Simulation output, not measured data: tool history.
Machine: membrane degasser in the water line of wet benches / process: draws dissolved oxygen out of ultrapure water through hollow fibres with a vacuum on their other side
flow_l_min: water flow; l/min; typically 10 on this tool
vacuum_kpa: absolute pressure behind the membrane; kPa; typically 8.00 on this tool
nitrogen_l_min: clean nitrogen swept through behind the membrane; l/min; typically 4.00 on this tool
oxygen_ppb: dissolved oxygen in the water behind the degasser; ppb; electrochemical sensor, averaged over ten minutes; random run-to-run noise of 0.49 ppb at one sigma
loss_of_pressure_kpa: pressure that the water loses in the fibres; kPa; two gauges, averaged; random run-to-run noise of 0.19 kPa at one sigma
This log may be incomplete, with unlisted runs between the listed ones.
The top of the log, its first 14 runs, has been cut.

{"run": 15, "hour": 2176.5, "flow_l_min": 10, "vacuum_kpa": 8.0, "nitrogen_l_min": 4.0, "oxygen_ppb": 48.2, "loss_of_pressure_kpa": 43.97}
{"run": 16, "hour": 2261.8, "flow_l_min": 10, "vacuum_kpa": 8.0, "nitrogen_l_min": 4.0, "oxygen_ppb": 48.6, "loss_of_pressure_kpa": 44.14}
{"hour": 2396.7, "done": "vacuum gauge calibrated"}
{"run": 17, "hour": 2423.8, "flow_l_min": 12, "vacuum_kpa": 8.1, "nitrogen_l_min": 2.37, "oxygen_ppb": 91.2, "loss_of_pressure_kpa": 52.64}
{"run": 18, "hour": 2604.3, "flow_l_min": 12, "vacuum_kpa": 8.1, "nitrogen_l_min": 2.37, "oxygen_ppb": 89.0, "loss_of_pressure_kpa": 53.02}
{"run": 19, "hour": 2783.2, "flow_l_min": 10, "vacuum_kpa": 9.76, "nitrogen_l_min": 2.97, "oxygen_ppb": 77.1, "loss_of_pressure_kpa": 44.25}
{"run": 20, "hour": 2948.7, "flow_l_min": 10, "vacuum_kpa": 8.0, "nitrogen_l_min": 5.51, "oxygen_ppb": 41.3, "loss_of_pressure_kpa": 44.48}
{"hour": 2981.7, "done": "vacuum gauge calibrated, once more"}
{"run": 21, "hour": 3049.1, "flow_l_min": 7, "vacuum_kpa": 17.28, "nitrogen_l_min": 3.21, "oxygen_ppb": 93.1, "loss_of_pressure_kpa": 31.32}
{"run": 22, "hour": 3200.3, "flow_l_min": 11, "vacuum_kpa": 6.48, "nitrogen_l_min": 4.0, "oxygen_ppb": 41.9, "loss_of_pressure_kpa": 49.32}
{"run": 23, "hour": 3396.4, "flow_l_min": 11, "vacuum_kpa": 4.88, "nitrogen_l_min": 8.05, "oxygen_ppb": 24.5, "loss_of_pressure_kpa": 48.95}
{"hour": 3444.0, "done": "seals of the vacuum lines changed"}
{"run": 24, "hour": 3498.5, "flow_l_min": 11, "vacuum_kpa": 9.11, "nitrogen_l_min": 7.41, "oxygen_ppb": 40.9, "loss_of_pressure_kpa": 49.54}
{"run": 25, "hour": 3639.3, "flow_l_min": 11, "vacuum_kpa": 9.11, "nitrogen_l_min": 5.5, "oxygen_ppb": 48.1, "loss_of_pressure_kpa": 49.03}
{"run": 26, "hour": 3825.5, "flow_l_min": 8, "vacuum_kpa": 8.0, "nitrogen_l_min": 2.49, "oxygen_ppb": 47.8, "loss_of_pressure_kpa": 35.85}
{"run": 27, "hour": 4014.6, "flow_l_min": 8, "vacuum_kpa": 8.0, "nitrogen_l_min": 9.9, "oxygen_ppb": 20.0, "loss_of_pressure_kpa": 36.14}
{"run": 28, "hour": 4219.4, "flow_l_min": 6, "vacuum_kpa": 19.51, "nitrogen_l_min": 9.9, "oxygen_ppb": 30.8, "loss_of_pressure_kpa": 27.43}
{"run": 29, "hour": 4327.8, "flow_l_min": 7, "vacuum_kpa": 8.88, "nitrogen_l_min": 3.24, "oxygen_ppb": 39.6, "loss_of_pressure_kpa": 31.64}
{"run": 30, "hour": 4456.5, "flow_l_min": 7, "vacuum_kpa": 8.88, "nitrogen_l_min": 5.13, "oxygen_ppb": 27.6, "loss_of_pressure_kpa": 31.64}
{"run": 31, "hour": 4564.6, "flow_l_min": 7, "vacuum_kpa": 8.88, "nitrogen_l_min": 5.13, "oxygen_ppb": 28.3, "loss_of_pressure_kpa": 32.03}

Here are 4 independent what-if runs from the current tool condition. What would each one return?
{"run": "A", "hour": 4700.0, "flow_l_min": 15, "vacuum_kpa": 6.66, "nitrogen_l_min": 1.75, "oxygen_ppb": "?", "loss_of_pressure_kpa": "?"}
{"run": "B", "hour": 4700.0, "flow_l_min": 7, "vacuum_kpa": 8.88, "nitrogen_l_min": 1.67, "oxygen_ppb": "?", "loss_of_pressure_kpa": "?"}
{"run": "C", "hour": 4700.0, "flow_l_min": 7, "vacuum_kpa": 14.76, "nitrogen_l_min": 5.13, "oxygen_ppb": "?", "loss_of_pressure_kpa": "?"}
{"run": "D", "hour": 4700.0, "flow_l_min": 10, "vacuum_kpa": 8.0, "nitrogen_l_min": 2.18, "oxygen_ppb": "?", "loss_of_pressure_kpa": "?"}

run=A oxygen_ppb=108.0 loss_of_pressure_kpa=67.92
run=B oxygen_ppb=69.2 loss_of_pressure_kpa=31.69
run=C oxygen_ppb=49.6 loss_of_pressure_kpa=31.97
run=D oxygen_ppb=72.1 loss_of_pressure_kpa=45.60
Without the tool's unlogged condition, the same runs would have read:
run=A oxygen_ppb=90.2 loss_of_pressure_kpa=61.40
run=B oxygen_ppb=62.5 loss_of_pressure_kpa=28.62
run=C oxygen_ppb=43.8 loss_of_pressure_kpa=28.91
run=D oxygen_ppb=62.2 loss_of_pressure_kpa=41.21
